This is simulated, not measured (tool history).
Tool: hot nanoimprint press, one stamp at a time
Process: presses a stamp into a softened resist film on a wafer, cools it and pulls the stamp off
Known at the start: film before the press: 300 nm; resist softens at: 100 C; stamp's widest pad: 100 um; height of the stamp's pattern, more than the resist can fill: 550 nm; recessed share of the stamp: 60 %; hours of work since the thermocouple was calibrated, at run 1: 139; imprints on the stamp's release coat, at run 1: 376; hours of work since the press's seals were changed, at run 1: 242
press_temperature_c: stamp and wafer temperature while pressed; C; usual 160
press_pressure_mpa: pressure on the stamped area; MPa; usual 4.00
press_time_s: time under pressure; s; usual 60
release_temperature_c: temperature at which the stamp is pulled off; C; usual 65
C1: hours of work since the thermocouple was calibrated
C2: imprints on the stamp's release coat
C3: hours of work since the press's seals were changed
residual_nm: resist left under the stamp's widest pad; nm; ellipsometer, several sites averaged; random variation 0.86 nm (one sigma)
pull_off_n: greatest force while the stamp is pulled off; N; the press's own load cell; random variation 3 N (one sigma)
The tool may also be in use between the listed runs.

Run 1, hour 0.0: usual settings; C1 139; C2 376; C3 242. Result: residual_nm 115.6 nm, pull_off_n 218 N.
Run 2, hour 19.7: usual settings; C1 153; C2 464; C3 257. Result: residual_nm 114.5 nm, pull_off_n 216 N.
Run 3, hour 33.4: usual settings; C1 164; C2 525; C3 267. Result: residual_nm 115.6 nm, pull_off_n 220 N.
Run 4, hour 43.7: usual settings; C1 171; C2 571; C3 275. Result: residual_nm 114.1 nm, pull_off_n 222 N.
Run 5, hour 56.0: usual settings; C1 181; C2 625; C3 284. Result: residual_nm 113.7 nm, pull_off_n 217 N.
Run 6, hour 75.4: usual settings but press_temperature_c 155 C; C1 195; C2 711; C3 298. Result: residual_nm 158.9 nm, pull_off_n 229 N.
At hour 99.1: stamp cleaned and given a new release coat.
Run 7, hour 101.8: usual settings but press_temperature_c 155 C; C1 211; C2 12; C3 314. Result: residual_nm 158.9 nm, pull_off_n 200 N.
Run 8, hour 126.0: usual settings but press_temperature_c 155 C; C1 229; C2 119; C3 332. Result: residual_nm 160.3 nm, pull_off_n 213 N.
Run 9, hour 142.0: usual settings but press_temperature_c 155 C; C1 241; C2 190; C3 344. Result: residual_nm 161.1 nm, pull_off_n 210 N.
Run 10, hour 153.9: usual settings; C1 250; C2 243; C3 353. Result: residual_nm 114.6 nm, pull_off_n 213 N.
Run 11, hour 173.7: usual settings; C1 265; C2 332; C3 368. Result: residual_nm 114.2 nm, pull_off_n 211 N.
Run 12, hour 192.3: usual settings but press_pressure_mpa 4.60 MPa; C1 279; C2 414; C3 382. Result: residual_nm 107.3 nm, pull_off_n 211 N.
At hour 197.0: plate thermocouple calibrated.
Run 13, hour 218.3: usual settings but press_pressure_mpa 4.60 MPa; C1 16; C2 517; C3 399. Result: residual_nm 103.8 nm, pull_off_n 216 N.
Run 14, hour 241.7: usual settings; C1 34; C2 621; C3 417. Result: residual_nm 111.2 nm, pull_off_n 218 N.
At hour 247.7: plate thermocouple calibrated, once more.
Run 15, hour 262.6: usual settings; C1 11; C2 701; C3 430. Result: residual_nm 114.9 nm, pull_off_n 221 N.
Run 16, hour 280.7: usual settings; C1 25; C2 781; C3 444. Result: residual_nm 114.6 nm, pull_off_n 232 N.
At hour 287.9: stamp cleaned and given a new release coat.
Run 17, hour 299.5: usual settings but press_temperature_c 154 C, press_pressure_mpa 2.55 MPa; C1 34; C2 52; C3 453. Result: residual_nm 196.6 nm, pull_off_n 208 N.
Run 18, hour 312.1: usual settings but press_temperature_c 154 C; C1 44; C2 108; C3 463. Result: residual_nm 171.2 nm, pull_off_n 205 N.
Run 19, hour 334.1: usual settings but press_temperature_c 170 C, press_pressure_mpa 3.08 MPa, press_time_s 65 s, release_temperature_c 66 C; C1 60; C2 206; C3 479. Result: residual_nm 63.4 nm, pull_off_n 204 N.
Run 20, hour 352.6: usual settings but press_temperature_c 168 C, press_pressure_mpa 3.00 MPa, release_temperature_c 73 C; C1 74; C2 288; C3 493. Result: residual_nm 75.7 nm, pull_off_n 166 N.
Run 21, hour 369.5: usual settings but press_time_s 37 s, release_temperature_c 56 C; C1 87; C2 364; C3 506. Result: residual_nm 139.7 nm, pull_off_n 261 N.
Run 22, hour 393.1: usual settings but press_temperature_c 167 C, press_pressure_mpa 4.14 MPa, press_time_s 44 s, release_temperature_c 63 C; C1 105; C2 469; C3 524. Result: residual_nm 81.6 nm, pull_off_n 230 N.
Run 23, hour 416.5: usual settings but press_temperature_c 155 C, press_pressure_mpa 3.94 MPa, press_time_s 73 s, release_temperature_c 55 C; C1 122; C2 573; C3 541. Result: residual_nm 148.0 nm, pull_off_n 277 N.
Run 24, hour 428.5: usual settings but press_temperature_c 152 C, press_pressure_mpa 2.50 MPa, press_time_s 79 s, release_temperature_c 55 C; C1 131; C2 627; C3 550. Result: residual_nm 202.0 nm, pull_off_n 282 N.
Run 25, hour 444.9: usual settings but press_temperature_c 151 C, press_pressure_mpa 4.78 MPa, press_time_s 79 s, release_temperature_c 55 C; C1 144; C2 700; C3 563. Result: residual_nm 173.6 nm, pull_off_n 285 N.
Run 26, hour 458.1: usual settings but press_temperature_c 156 C, press_pressure_mpa 5.60 MPa, press_time_s 88 s, release_temperature_c 62 C; C1 154; C2 758; C3 572. Result: residual_nm 110.1 nm, pull_off_n 249 N.
At hour 471.8: stamp cleaned and given a new release coat.
Run 27, hour 484.6: usual settings but press_temperature_c 156 C, press_pressure_mpa 5.60 MPa, press_time_s 88 s, release_temperature_c 62 C; C1 169; C2 58; C3 588. Result: residual_nm 112.0 nm, pull_off_n 220 N.
Run 28, hour 499.8: usual settings but press_temperature_c 156 C, press_pressure_mpa 5.60 MPa, press_time_s 88 s, release_temperature_c 62 C; C1 180; C2 125; C3 599. Result: residual_nm 111.4 nm, pull_off_n 226 N.
Run 29, hour 512.3: usual settings but press_temperature_c 162 C, press_pressure_mpa 3.31 MPa, release_temperature_c 72 C; C1 190; C2 181; C3 609. Result: residual_nm 108.1 nm, pull_off_n 170 N.
Run 30, hour 523.1: usual settings but press_pressure_mpa 5.15 MPa, release_temperature_c 57 C; C1 198; C2 229; C3 617. Result: residual_nm 101.6 nm, pull_off_n 258 N.

Some steps in residual_nm between neighbouring runs. How much of each would the tool show without its hidden state too (settings, what came in, random variation), and how much is left for the hidden state, with any gauge scatter that isn't in both results?
The hidden state here: true temperature over the reading, C; pressure that arrives at the usual setting, %; grip of the stamp's worn release coat, % over a new coat's; drift of the gauge itself on residual_nm, %; drift of the gauge itself on pull_off_n, %.
Run 12 -> 13: plate thermocouple calibrated. residual_nm -3.5 nm: hidden state -3.0, all else -0.5.
Run 14 -> 15: plate thermocouple calibrated, once more. residual_nm +3.7 nm: hidden state +6.0, all else -2.3.
Run 16 -> 17: press_temperature_c 160 -> 154, press_pressure_mpa 4.00 -> 2.55, stamp cleaned and given a new release coat. residual_nm +82.0 nm: hidden state -0.9, all else +82.9.
Run 18 -> 19: press_temperature_c 154 -> 170, press_pressure_mpa 4.00 -> 3.08, press_time_s 60 -> 65, release_temperature_c 65 -> 66. residual_nm -107.8 nm: hidden state +1.2, all else -109.0.
Run 22 -> 23: press_temperature_c 167 -> 155, press_pressure_mpa 4.14 -> 3.94, press_time_s 44 -> 73, release_temperature_c 63 -> 55. residual_nm +66.4 nm: hidden state -1.8, all else +68.2.

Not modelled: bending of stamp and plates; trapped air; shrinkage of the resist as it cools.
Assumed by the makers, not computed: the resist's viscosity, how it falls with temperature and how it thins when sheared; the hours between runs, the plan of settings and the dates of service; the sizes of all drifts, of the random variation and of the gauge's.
